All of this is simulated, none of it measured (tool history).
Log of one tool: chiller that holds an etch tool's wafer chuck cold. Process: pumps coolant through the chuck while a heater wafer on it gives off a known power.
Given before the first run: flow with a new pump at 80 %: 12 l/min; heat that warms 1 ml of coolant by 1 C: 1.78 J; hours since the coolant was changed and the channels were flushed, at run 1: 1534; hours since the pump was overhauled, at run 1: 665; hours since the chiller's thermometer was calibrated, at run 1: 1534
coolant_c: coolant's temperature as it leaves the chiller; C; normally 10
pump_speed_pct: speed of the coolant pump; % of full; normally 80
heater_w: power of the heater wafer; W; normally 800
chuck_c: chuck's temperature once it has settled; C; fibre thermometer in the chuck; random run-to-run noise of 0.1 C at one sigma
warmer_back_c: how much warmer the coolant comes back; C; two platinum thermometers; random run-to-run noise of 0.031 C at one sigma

run	hour	coolant_c	pump_speed_pct	heater_w	hours since the coolant was changed and the channels were flushed	hours since the pump was overhauled	hours since the chiller's thermometer was calibrated	chuck_c	warmer_back_c
1	0.0	10	80	800	1534	665	1534	17.6	2.20
2	51.7	10	80	800	1586	716	1586	17.8	2.30
3	87.6	10	80	800	1622	752	1622	17.7	2.25
4	127.1	4	80	800	1661	792	1661	11.6	2.29
5	157.7	0	80	800	1692	822	1692	7.6	2.31
6	184.1	10	80	1010	1718	849	1718	19.9	2.92
7	221.8	17	67	431	1756	886	1756	21.7	1.46
8	276.1	17	67	431	1810	941	1810	21.8	1.47
9	322.0	17	73	546	1856	987	1856	22.7	1.73
10	357.5	17	73	546	1891	1022	1891	22.6	1.75
11	402.6	12	64	400	1937	1067	1937	16.5	1.43
12	453.1	13	72	1132	1987	1118	1987	24.8	3.64

Same runs, no hidden state in the tool, same run-to-run variation:
Hidden conditions of the tool in this case: heat passed by the chuck's channels, % of clean ones'; flow at a given pump speed, % of a new pump's; coolant's true temperature over the reading, C; drift of the gauge itself on chuck_c, C; drift of the gauge itself on warmer_back_c, C.
run	chuck_c	warmer_back_c
1	17.3	2.17
2	17.4	2.27
3	17.4	2.21
4	11.2	2.25
5	7.3	2.27
6	19.4	2.87
7	21.5	1.43
8	21.5	1.44
9	22.4	1.70
10	22.3	1.72
11	16.2	1.40
12	24.1	3.56

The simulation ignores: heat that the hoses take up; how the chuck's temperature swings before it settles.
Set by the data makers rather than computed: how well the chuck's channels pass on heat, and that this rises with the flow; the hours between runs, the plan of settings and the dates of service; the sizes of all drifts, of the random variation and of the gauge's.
